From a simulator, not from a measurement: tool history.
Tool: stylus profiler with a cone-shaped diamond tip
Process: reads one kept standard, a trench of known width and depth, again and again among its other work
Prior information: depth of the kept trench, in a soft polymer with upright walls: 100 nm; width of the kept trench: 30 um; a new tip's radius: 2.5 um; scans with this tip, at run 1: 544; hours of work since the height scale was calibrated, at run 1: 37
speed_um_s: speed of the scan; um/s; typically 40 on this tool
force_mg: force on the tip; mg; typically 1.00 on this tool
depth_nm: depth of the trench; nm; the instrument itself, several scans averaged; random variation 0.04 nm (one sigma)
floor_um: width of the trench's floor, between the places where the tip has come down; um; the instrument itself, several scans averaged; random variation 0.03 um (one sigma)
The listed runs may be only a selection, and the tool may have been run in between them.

run    hour  speed_um_s  force_mg  scans with this tip  hours of work since the height scale was calibrated  depth_nm  floor_um
  1     0.0          40      1.00                  544                                                   37    100.25     28.27
  2   140.5          40      1.00                 1469                                                  100    100.27     28.17
  3   276.6          40      1.00                 2365                                                  162    100.26     28.17
  4   406.9          40      1.00                 3222                                                  220    100.15     28.10
  5   517.7          40      1.00                 3952                                                  270    100.15     28.01
  6   622.0          40      1.00                 4638                                                  317    100.11     27.99
  7   719.0          40      1.00                 5276                                                  360    100.21     27.95
  8   788.0          40      1.00                 5731                                                  391    100.15     27.95
  9   858.4          35      1.00                 6194                                                  423    100.12     27.96
 10   994.2          84      1.00                 7088                                                  484    100.09     27.53
 11  1085.8          84      1.00                 7690                                                  525    100.01     27.50
 12  1215.2          40      1.00                 8542                                                  583    100.00     27.78
     1293.4  -- new tip fitted, height scale calibrated
 13  1305.1          76      1.36                   78                                                    5    100.29     28.17
 14  1378.5          76      1.36                  561                                                   38    100.37     28.18
 15  1453.0         118      0.38                 1051                                                   72    100.06     27.32
 16  1531.9          30      0.54                 1570                                                  107    100.10     28.20
 17  1664.0          20      2.78                 2440                                                  167    100.51     28.33
 18  1735.2          63      2.65                 2908                                                  199    100.41     28.18
 19  1807.2         141      2.88                 3382                                                  231    100.46     27.90
 20  1882.0         156      2.35                 3875                                                  265    100.27     27.67
 21  1957.3         156      2.35                 4370                                                  298    100.35     27.59
 22  2067.2          38      1.15                 5094                                                  348    100.16     28.02
 23  2173.7          40      0.54                 5795                                                  396     99.95     27.82
 24  2309.9          40      0.42                 6690                                                  457     99.95     27.72

Hidden state or all else? Some run-to-run changes of depth_nm, split into what the settings, what came in and random variation would give without the hidden state, and what is left for the hidden state (with any gauge scatter that isn't in both results):
Hidden state present: radius of the tip, um; height scale over the true one, %; drift of the gauge itself on depth_nm, %; drift of the gauge itself on floor_um, %.
Run 1 -> 2: no setting touched and nothing written in the log between the runs. depth_nm +0.02 nm: hidden state -0.04, all else +0.06.
Run 12 -> 13: speed_um_s 40 -> 76, force_mg 1.00 -> 1.36, new tip fitted, height scale calibrated. depth_nm +0.29 nm: hidden state +0.21, all else +0.08.
Run 14 -> 15: speed_um_s 76 -> 118, force_mg 1.36 -> 0.38. depth_nm -0.31 nm: hidden state -0.02, all else -0.29.
Run 16 -> 17: speed_um_s 30 -> 20, force_mg 0.54 -> 2.78. depth_nm +0.41 nm: hidden state -0.02, all else +0.43.
